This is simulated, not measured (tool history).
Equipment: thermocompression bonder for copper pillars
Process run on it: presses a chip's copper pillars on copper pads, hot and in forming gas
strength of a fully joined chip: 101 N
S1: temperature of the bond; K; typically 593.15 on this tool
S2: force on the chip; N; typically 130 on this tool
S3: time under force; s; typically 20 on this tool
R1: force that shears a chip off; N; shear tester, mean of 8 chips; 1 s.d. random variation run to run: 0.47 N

Run 1, day 0: usual settings. Result: R1 35.6 N.
Run 2, day 0.225: usual settings. Result: R1 35.3 N.
Run 3, day 0.438: usual settings. Result: R1 35.9 N.
At day 0.512: forming gas filter changed.
Run 4, day 0.729: usual settings. Result: R1 39.3 N.
Run 5, day 1.021: usual settings but S2 131 N. Result: R1 40.1 N.
Run 6, day 1.262: usual settings but S2 131 N. Result: R1 39 N.
Run 7, day 1.629: usual settings but S2 131 N. Result: R1 39.8 N.
Run 8, day 2.008: usual settings but S2 131 N. Result: R1 39.6 N.
Run 9, day 2.308: usual settings but S3 19 s. Result: R1 37.5 N.
Run 10, day 2.5: usual settings. Result: R1 39.3 N.
Run 11, day 2.8: usual settings. Result: R1 39.3 N.
Run 12, day 3.046: usual settings. Result: R1 38 N.
Run 13, day 3.246: usual settings. Result: R1 38.8 N.
Run 14, day 3.558: usual settings. Result: R1 38.6 N.
Run 15, day 3.8: usual settings but S1 590.15 K. Result: R1 36.7 N.
Run 16, day 4.012: usual settings but S1 618.15 K, S3 27 s. Result: R1 54.2 N.
Run 17, day 4.217: usual settings but S1 618.15 K, S3 27 s. Result: R1 55.7 N.
Run 18, day 4.404: usual settings but S1 565.15 K, S3 24 s. Result: R1 28.4 N.
Run 19, day 4.567: usual settings but S1 565.15 K, S3 24 s. Result: R1 28.4 N.
Run 20, day 4.858: usual settings but S1 572.15 K, S3 24 s. Result: R1 31.2 N.
Run 21, day 5.167: usual settings but S1 572.15 K, S3 24 s. Result: R1 30.9 N.
Run 22, day 5.45: usual settings but S1 572.15 K, S3 24 s. Result: R1 30.6 N.
Run 23, day 5.638: usual settings but S1 577.15 K, S2 124 N. Result: R1 28.5 N.
Run 24, day 5.858: usual settings but S1 577.15 K, S2 124 N. Result: R1 29.1 N.
Run 25, day 6.15: usual settings but S1 604.15 K, S2 124 N, S3 12 s. Result: R1 32.4 N.
Run 26, day 6.525: usual settings but S1 569.15 K, S2 85 N, S3 12 s. Result: R1 13.3 N.
Run 27, day 6.842: usual settings but S1 601.15 K, S2 89 N, S3 18 s. Result: R1 25.5 N.
Run 28, day 7.167: usual settings but S1 620.15 K, S3 23 s. Result: R1 51.1 N.
Run 29, day 7.354: usual settings but S1 575.15 K, S3 18 s. Result: R1 27.4 N.
Run 30, day 7.662: usual settings but S1 599.15 K, S2 93 N, S3 21 s. Result: R1 27.8 N.

Measured result minus the same run's result without the hidden state. Both carry the same run-to-run variation, though not necessarily the same gauge scatter:
Hidden state at play: true temperature of the bond over the reading, C; force that reaches the chip, % of what is set; oxide that the forming gas leaves, % of the face; drift of the gauge itself on shear_n, %.
run    R1
  1  -4.3
  2  -4.3
  3  -4.5
  4  -0.7
  5  -0.8
  6    -1
  7  -1.2
  8  -1.4
  9  -1.5
 10  -1.5
 11  -1.7
 12  -1.8
 13    -2
 14    -2
 15  -2.1
 16  -2.9
 17  -3.2
 18  -1.9
 19  -2.1
 20  -2.3
 21  -2.4
 22  -2.5
 23  -2.5
 24  -2.5
 25  -2.8
 26  -1.3
 27  -2.5
 28  -4.9
 29  -3.1
 30    -3
